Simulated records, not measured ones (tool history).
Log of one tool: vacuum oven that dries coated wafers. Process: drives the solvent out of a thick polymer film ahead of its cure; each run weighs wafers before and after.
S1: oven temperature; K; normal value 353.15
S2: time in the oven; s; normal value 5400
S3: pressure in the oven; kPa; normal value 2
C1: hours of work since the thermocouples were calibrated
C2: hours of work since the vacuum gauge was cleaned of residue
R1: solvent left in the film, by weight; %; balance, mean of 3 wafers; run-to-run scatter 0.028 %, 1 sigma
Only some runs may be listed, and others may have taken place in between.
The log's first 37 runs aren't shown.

run,hour,S1,S2,S3,C1,C2,R1
38,2909.3,346.15,4620,2.51,1026,2384,4.13
39,3008.9,365.15,6120,2.53,1077,2435,0.59
40,3090.5,365.15,4560,3.76,1118,2476,1.17
# hour 3151.4: vacuum gauge cleaned of residue and calibrated
41,3152,365.15,4560,3.76,1149,0,1.19
42,3246,349.15,5400,1.98,1197,48,2.64
43,3304.1,349.15,5400,1.98,1227,78,2.58
44,3401.1,349.15,5400,1.98,1276,128,2.57
# hour 3417.8: oven's thermocouples calibrated
45,3473.4,362.15,2820,1.82,28,164,2.74
46,3561.6,363.15,5940,4.67,74,209,1.19
47,3631.7,355.15,7680,1.73,109,245,0.84

Below are 4 alternative next runs, each starting from the tool's condition after run 47. Predict each:
A,3690.5,355.15,7680,3.97,140,275,?
B,3690.5,366.15,5400,1.35,140,275,?
C,3690.5,338.15,7140,2,140,275,?
D,3690.5,355.15,4140,1.7,140,275,?

run,R1
A,1.43
B,0.49
C,3.91
D,2.43
With the hidden condition removed and each run's random variation left untouched, the same runs would have given:
run,R1
A,1.43
B,0.49
C,3.91
D,2.43
